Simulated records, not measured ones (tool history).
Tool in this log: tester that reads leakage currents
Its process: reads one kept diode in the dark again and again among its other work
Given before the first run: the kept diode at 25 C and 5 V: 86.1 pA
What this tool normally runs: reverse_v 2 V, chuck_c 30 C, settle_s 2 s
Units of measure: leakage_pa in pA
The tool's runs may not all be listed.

Run 1, hour 0: usual settings. Result: leakage_pa 98.24 pA.
Run 2, hour 98.6: usual settings but settle_s 0.46 s. Result: leakage_pa 100.6 pA.
Run 3, hour 238.9: usual settings. Result: leakage_pa 100.93 pA.
Run 4, hour 353.6: usual settings but chuck_c 50 C. Result: leakage_pa 425.25 pA.
Run 5, hour 496.3: usual settings but chuck_c 50 C. Result: leakage_pa 434.61 pA.
Run 6, hour 609.8: usual settings. Result: leakage_pa 106.28 pA.
Run 7, hour 726.2: usual settings. Result: leakage_pa 107.07 pA.
Run 8, hour 809.2: usual settings. Result: leakage_pa 107.91 pA.
At hour 823.7: chuck's temperature calibrated.
Run 9, hour 877.7: usual settings but reverse_v 7.08 V, chuck_c 23 C, settle_s 2.3 s. Result: leakage_pa 100.58 pA.
Run 10, hour 952.5: usual settings but reverse_v 7.08 V, chuck_c 23 C, settle_s 2.3 s. Result: leakage_pa 101.21 pA.
Run 11, hour 1101.2: usual settings but chuck_c 36 C. Result: leakage_pa 180.72 pA.
At hour 1251.4: chuck's temperature calibrated, once more.
Run 12, hour 1251.9: usual settings but reverse_v 1.95 V. Result: leakage_pa 98.26 pA.
Run 13, hour 1318.7: usual settings but reverse_v 1.95 V. Result: leakage_pa 100.09 pA.
Run 14, hour 1458.4: usual settings but reverse_v 3.14 V, chuck_c 22 C, settle_s 0.84 s. Result: leakage_pa 65.23 pA.
Run 15, hour 1599: usual settings but reverse_v 1.24 V, chuck_c 44 C, settle_s 7.67 s. Result: leakage_pa 245.1 pA.
Run 16, hour 1723.8: usual settings but reverse_v 3.76 V, chuck_c 28 C, settle_s 1.78 s. Result: leakage_pa 111.88 pA.

Below are 5 alternative next runs, each starting from the tool's condition after run 16. Predict each:
Run A, hour 1858.1: usual settings but reverse_v 3.76 V, chuck_c 28 C, settle_s 0.59 s. Result: leakage_pa ?.
Run B, hour 1858.1: usual settings but reverse_v 3.69 V, settle_s 2.7 s. Result: leakage_pa ?.
Run C, hour 1858.1: usual settings but reverse_v 15.91 V, chuck_c 47 C, settle_s 1.46 s. Result: leakage_pa ?.
Run D, hour 1858.1: usual settings but reverse_v 3.76 V, chuck_c 37 C, settle_s 1.13 s. Result: leakage_pa ?.
Run E, hour 1858.1: usual settings but reverse_v 1.84 V, chuck_c 23 C, settle_s 1.11 s. Result: leakage_pa ?.

run  leakage_pa
  A      115.02
  B      131.05
  C      698.73
  D      219.69
  E       61.27
Take away the tool's hidden state, keep each run's random variation, and the runs would have read:
run  leakage_pa
  A      101.53
  B      116.11
  C      627.02
  D      197.29
  E       54.03
